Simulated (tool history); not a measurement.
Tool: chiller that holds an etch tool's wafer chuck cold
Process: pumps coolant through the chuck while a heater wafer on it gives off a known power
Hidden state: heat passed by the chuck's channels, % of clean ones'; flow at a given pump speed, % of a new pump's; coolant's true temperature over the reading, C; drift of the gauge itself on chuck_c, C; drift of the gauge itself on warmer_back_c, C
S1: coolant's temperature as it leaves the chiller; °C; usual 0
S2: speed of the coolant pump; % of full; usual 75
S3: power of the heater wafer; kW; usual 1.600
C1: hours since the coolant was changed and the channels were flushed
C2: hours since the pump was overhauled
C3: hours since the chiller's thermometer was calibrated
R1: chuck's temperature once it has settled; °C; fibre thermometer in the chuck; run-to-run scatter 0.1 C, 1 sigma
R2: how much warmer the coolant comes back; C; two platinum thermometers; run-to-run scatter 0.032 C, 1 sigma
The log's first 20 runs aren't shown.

Run 21, hour 1304.5: usual settings but S1 -2 °C, S2 100 % of full, S3 1.416 kW; C1 2299; C2 2850; C3 1713. Result: R1 7.4 °C, R2 2.60 C.
Run 22, hour 1385.1: usual settings but S1 -6 °C, S2 100 % of full, S3 2.367 kW; C1 2380; C2 2930; C3 1793. Result: R1 10.0 °C, R2 4.26 C.
Run 23, hour 1431.0: usual settings but S1 -6 °C, S2 88 % of full, S3 1.301 kW; C1 2425; C2 2976; C3 1839. Result: R1 3.4 °C, R2 2.72 C.
Run 24, hour 1490.6: usual settings but S1 -6 °C, S2 88 % of full, S3 1.301 kW; C1 2485; C2 3036; C3 1899. Result: R1 3.6 °C, R2 2.81 C.
Run 25, hour 1565.8: usual settings but S1 -2 °C, S2 62 % of full, S3 2.025 kW; C1 2560; C2 3111; C3 1974. Result: R1 17.2 °C, R2 5.87 C.
Run 26, hour 1660.6: usual settings but S1 -4 °C, S2 62 % of full, S3 2.025 kW; C1 2655; C2 3206; C3 2069. Result: R1 15.2 °C, R2 5.87 C.
Run 27, hour 1752.9: usual settings but S1 10 °C, S2 93 % of full, S3 1.424 kW; C1 2747; C2 3298; C3 2161. Result: R1 20.2 °C, R2 2.89 C.
Run 28, hour 1848.5: usual settings but S2 68 % of full, S3 1.400 kW; C1 2843; C2 3394; C3 2257. Result: R1 12.5 °C, R2 3.79 C.
Run 29, hour 1905.8: usual settings but S1 -7 °C, S2 66 % of full, S3 1.004 kW; C1 2900; C2 3451; C3 2314. Result: R1 2.1 °C, R2 2.85 C.
Run 30, hour 2001.3: usual settings but S1 7 °C, S2 67 % of full, S3 0.898 kW; C1 2996; C2 3546; C3 2409. Result: R1 15.0 °C, R2 2.58 C.
Run 31, hour 2049.4: usual settings but S1 3 °C, S2 87 % of full; C1 3044; C2 3594; C3 2458. Result: R1 14.9 °C, R2 3.48 C.
Run 32, hour 2140.3: usual settings but S1 3 °C, S2 87 % of full; C1 3135; C2 3685; C3 2548. Result: R1 14.8 °C, R2 3.44 C.
Run 33, hour 2240.5: usual settings but S1 -5 °C, S2 87 % of full, S3 2.149 kW; C1 3235; C2 3786; C3 2649. Result: R1 11.0 °C, R2 4.59 C.

Alternative continuations, all from the tool just after run 33; predict every row:
Run A, hour 2297.6: usual settings but S1 4 °C, S2 69 % of full; C1 3292; C2 3843; C3 2706. Result: R1 ?, R2 ?.
Run B, hour 2297.6: usual settings but S1 -2 °C, S2 87 % of full, S3 2.149 kW; C1 3292; C2 3843; C3 2706. Result: R1 ?, R2 ?.
Run C, hour 2297.6: usual settings but S1 5 °C, S2 87 % of full, S3 1.310 kW; C1 3292; C2 3843; C3 2706. Result: R1 ?, R2 ?.

run    R1    R2
  A  17.9  4.28
  B  14.0  4.59
  C  14.8  2.89
With the hidden condition removed and each run's random variation left untouched, the same runs would have given:
run    R1    R2
  A  17.9  4.03
  B  14.0  4.34
  C  14.7  2.64

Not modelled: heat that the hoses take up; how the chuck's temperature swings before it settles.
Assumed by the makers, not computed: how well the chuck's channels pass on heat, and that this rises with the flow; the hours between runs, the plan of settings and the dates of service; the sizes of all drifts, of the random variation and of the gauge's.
